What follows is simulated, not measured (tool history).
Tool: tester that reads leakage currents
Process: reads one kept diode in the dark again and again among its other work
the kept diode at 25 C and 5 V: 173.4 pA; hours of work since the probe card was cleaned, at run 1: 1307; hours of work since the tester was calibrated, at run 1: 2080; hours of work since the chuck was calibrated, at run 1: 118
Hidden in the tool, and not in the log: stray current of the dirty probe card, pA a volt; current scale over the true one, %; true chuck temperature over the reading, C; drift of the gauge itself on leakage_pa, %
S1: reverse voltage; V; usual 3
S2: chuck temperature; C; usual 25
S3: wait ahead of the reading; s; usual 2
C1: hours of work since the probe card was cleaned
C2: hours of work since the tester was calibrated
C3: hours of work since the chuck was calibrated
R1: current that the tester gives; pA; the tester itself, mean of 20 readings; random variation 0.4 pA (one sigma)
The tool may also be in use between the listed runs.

Run 1, hour 0: usual settings; C1 1307; C2 2080; C3 118. Result: R1 137.75 pA.
Run 2, hour 55.6: usual settings; C1 1350; C2 2123; C3 161. Result: R1 139.33 pA.
Run 3, hour 113.7: usual settings; C1 1395; C2 2168; C3 206. Result: R1 140.12 pA.
Run 4, hour 187.1: usual settings; C1 1452; C2 2225; C3 263. Result: R1 141.54 pA.
Run 5, hour 234.1: usual settings but S2 46 C; C1 1488; C2 2261; C3 299. Result: R1 837.66 pA.
Run 6, hour 300.3: usual settings but S2 46 C; C1 1539; C2 2313; C3 351. Result: R1 841.42 pA.
Run 7, hour 346.4: usual settings but S3 0.76 s; C1 1575; C2 2348; C3 386. Result: R1 142.86 pA.
Run 8, hour 385.7: usual settings but S3 0.76 s; C1 1605; C2 2379; C3 417. Result: R1 143.4 pA.
Run 9, hour 444: usual settings but S3 0.76 s; C1 1651; C2 2424; C3 462. Result: R1 145.44 pA.
Run 10, hour 525.9: usual settings; C1 1714; C2 2487; C3 525. Result: R1 145.17 pA.
Run 11, hour 602.9: usual settings but S3 2.88 s; C1 1773; C2 2547; C3 585. Result: R1 145.24 pA.
Run 12, hour 653.2: usual settings but S3 2.88 s; C1 1812; C2 2586; C3 624. Result: R1 146.8 pA.
Run 13, hour 723.7: usual settings but S3 2.88 s; C1 1867; C2 2640; C3 678. Result: R1 147.53 pA.
Run 14, hour 767.2: usual settings but S3 2.88 s; C1 1901; C2 2674; C3 712. Result: R1 148.14 pA.
Run 15, hour 815.3: usual settings but S1 1.79 V; C1 1938; C2 2711; C3 749. Result: R1 113.05 pA.
Run 16, hour 859.9: usual settings; C1 1972; C2 2746; C3 784. Result: R1 148.64 pA.
Run 17, hour 938.2: usual settings; C1 2033; C2 2806; C3 844. Result: R1 148.94 pA.
At hour 952: probe card cleaned and baked.
Run 18, hour 982.6: usual settings; C1 24; C2 2838; C3 876. Result: R1 150.05 pA.
Run 19, hour 1041.9: usual settings; C1 70; C2 2884; C3 922. Result: R1 151.19 pA.
Run 20, hour 1126.6: usual settings; C1 135; C2 2950; C3 988. Result: R1 151.3 pA.
Run 21, hour 1178.5: usual settings; C1 175; C2 2990; C3 1028. Result: R1 152.11 pA.
Run 22, hour 1260.8: usual settings but S1 2 V, S2 21 C, S3 7.03 s; C1 239; C2 3054; C3 1092. Result: R1 86.08 pA.
Run 23, hour 1322.5: usual settings but S1 2 V, S2 21 C, S3 7.03 s; C1 287; C2 3101; C3 1139. Result: R1 86.42 pA.
Run 24, hour 1383.8: usual settings but S1 2 V, S2 21 C, S3 7.03 s; C1 334; C2 3149; C3 1187. Result: R1 87 pA.
Run 25, hour 1438.7: usual settings but S1 2 V, S2 21 C, S3 7.03 s; C1 377; C2 3191; C3 1229. Result: R1 87.15 pA.
Run 26, hour 1511.8: usual settings but S1 1.57 V, S2 22 C, S3 6.75 s; C1 433; C2 3248; C3 1286. Result: R1 84.5 pA.
Run 27, hour 1574.4: usual settings but S1 7.28 V, S2 22 C, S3 4.53 s; C1 482; C2 3296; C3 1334. Result: R1 191.58 pA.
At hour 1633.5: tester calibrated.
Run 28, hour 1662.7: usual settings but S1 14.77 V, S3 0.34 s; C1 548; C2 23; C3 1401. Result: R1 365.62 pA.
Run 29, hour 1722.9: usual settings but S1 2.44 V, S2 21 C, S3 0.99 s; C1 595; C2 69; C3 1448. Result: R1 96.59 pA.
Run 30, hour 1786.5: usual settings but S1 2.44 V, S2 24 C, S3 1.55 s; C1 644; C2 118; C3 1497. Result: R1 128.37 pA.
Run 31, hour 1829.9: usual settings but S1 2.44 V, S2 24 C, S3 1.55 s; C1 678; C2 152; C3 1530. Result: R1 128.97 pA.
Run 32, hour 1873: usual settings but S1 2.44 V, S2 24 C, S3 1.55 s; C1 711; C2 185; C3 1564. Result: R1 128.98 pA.
Run 33, hour 1933.4: usual settings but S1 1.67 V, S2 37 C, S3 1.83 s; C1 758; C2 232; C3 1611. Result: R1 329.79 pA.
Run 34, hour 2004.7: usual settings but S1 1.67 V, S2 37 C, S3 1.83 s; C1 813; C2 287; C3 1666. Result: R1 329.56 pA.
Run 35, hour 2069: usual settings but S1 4.05 V, S2 20 C, S3 1.83 s; C1 863; C2 337; C3 1715. Result: R1 119.89 pA.
At hour 2145.2: chuck's temperature calibrated.
Run 36, hour 2145.2: usual settings but S1 1.92 V, S2 21 C, S3 0.34 s; C1 920; C2 394; C3 0. Result: R1 73.15 pA.
Run 37, hour 2198.2: usual settings but S1 18.55 V, S2 27 C, S3 0.69 s; C1 961; C2 435; C3 41. Result: R1 421.21 pA.
Run 38, hour 2247.2: usual settings but S1 1.24 V, S3 1.89 s; C1 999; C2 473; C3 79. Result: R1 84.06 pA.
Run 39, hour 2285.9: usual settings but S1 4.21 V, S3 0.47 s; C1 1029; C2 503; C3 109. Result: R1 162.08 pA.
Run 40, hour 2363.8: usual settings but S1 4.21 V, S3 0.47 s; C1 1089; C2 564; C3 169. Result: R1 162.71 pA.

4 ways to go on from here, each from the tool as it stands after run 40. What would each give?
Run A, hour 2421.4: usual settings but S1 4.21 V, S2 36 C, S3 2.65 s; C1 1134; C2 608; C3 214. Result: R1 ?.
Run B, hour 2421.4: usual settings but S1 1.22 V, S3 0.47 s; C1 1134; C2 608; C3 214. Result: R1 ?.
Run C, hour 2421.4: usual settings but S1 9.38 V, S2 38 C, S3 1.28 s; C1 1134; C2 608; C3 214. Result: R1 ?.
Run D, hour 2421.4: usual settings but S1 4.07 V, S3 0.47 s; C1 1134; C2 608; C3 214. Result: R1 ?.

run      R1
  A  423.86
  B   83.96
  C  767.76
  D  160.76
Without the tool's hidden state the same runs would have given:
run      R1
  A  416.59
  B   82.38
  C  754.45
  D  157.47

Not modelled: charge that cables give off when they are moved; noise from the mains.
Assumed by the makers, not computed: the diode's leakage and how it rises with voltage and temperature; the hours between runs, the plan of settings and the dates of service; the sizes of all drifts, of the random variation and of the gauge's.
